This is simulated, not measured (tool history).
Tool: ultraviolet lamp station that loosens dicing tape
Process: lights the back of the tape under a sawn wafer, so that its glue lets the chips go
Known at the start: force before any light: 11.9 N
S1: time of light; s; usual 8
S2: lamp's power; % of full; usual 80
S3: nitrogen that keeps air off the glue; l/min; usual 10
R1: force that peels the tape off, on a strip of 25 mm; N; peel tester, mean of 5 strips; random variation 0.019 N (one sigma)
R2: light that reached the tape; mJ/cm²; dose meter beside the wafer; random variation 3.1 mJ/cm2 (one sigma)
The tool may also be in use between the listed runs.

run	day	S1	S2	S3	R1	R2
1	0.000	8	80	10	1.614	370
2	1.929	8	80	10	1.639	357
3	3.800	8	80	10	1.710	344
# day 5.762: window cleaned of glue's vapour
4	6.125	8	80	10	1.749	353
5	8.000	8	80	10	1.858	345
6	9.992	8	80	10	1.893	340
7	12.529	8	80	10	2.054	316
8	14.433	8	87	10	1.907	340
9	17.046	8	87	10	1.973	325
10	19.638	10	94	19	0.810	412
11	21.242	6	76	7	4.549	193
12	22.829	8	86	4	3.945	279
# day 24.825: lamp changed
13	25.092	11	98	6	0.446	777
14	27.033	6	74	8	2.494	316
15	29.850	6	74	8	2.525	297
16	32.588	6	67	6	3.628	259
17	33.938	4	74	7	4.935	189
18	37.138	7	94	8	1.578	405

The same runs without the tool's hidden state, with the same run-to-run variation:
The hidden state here: lamp's light, % of a new lamp's; light that the window lets through, % of a clean one's; drift of the gauge itself on peel_n, %; drift of the gauge itself on dose_mj_cm2, %.
run	R1	R2
1	0.917	482
2	0.875	481
3	0.865	478
4	0.925	480
5	0.928	481
6	0.891	489
7	0.898	479
8	0.743	529
9	0.710	531
10	0.208	707
11	2.241	343
12	1.635	514
13	0.394	816
14	2.224	339
15	2.122	332
16	3.013	300
17	4.192	223
18	1.025	499

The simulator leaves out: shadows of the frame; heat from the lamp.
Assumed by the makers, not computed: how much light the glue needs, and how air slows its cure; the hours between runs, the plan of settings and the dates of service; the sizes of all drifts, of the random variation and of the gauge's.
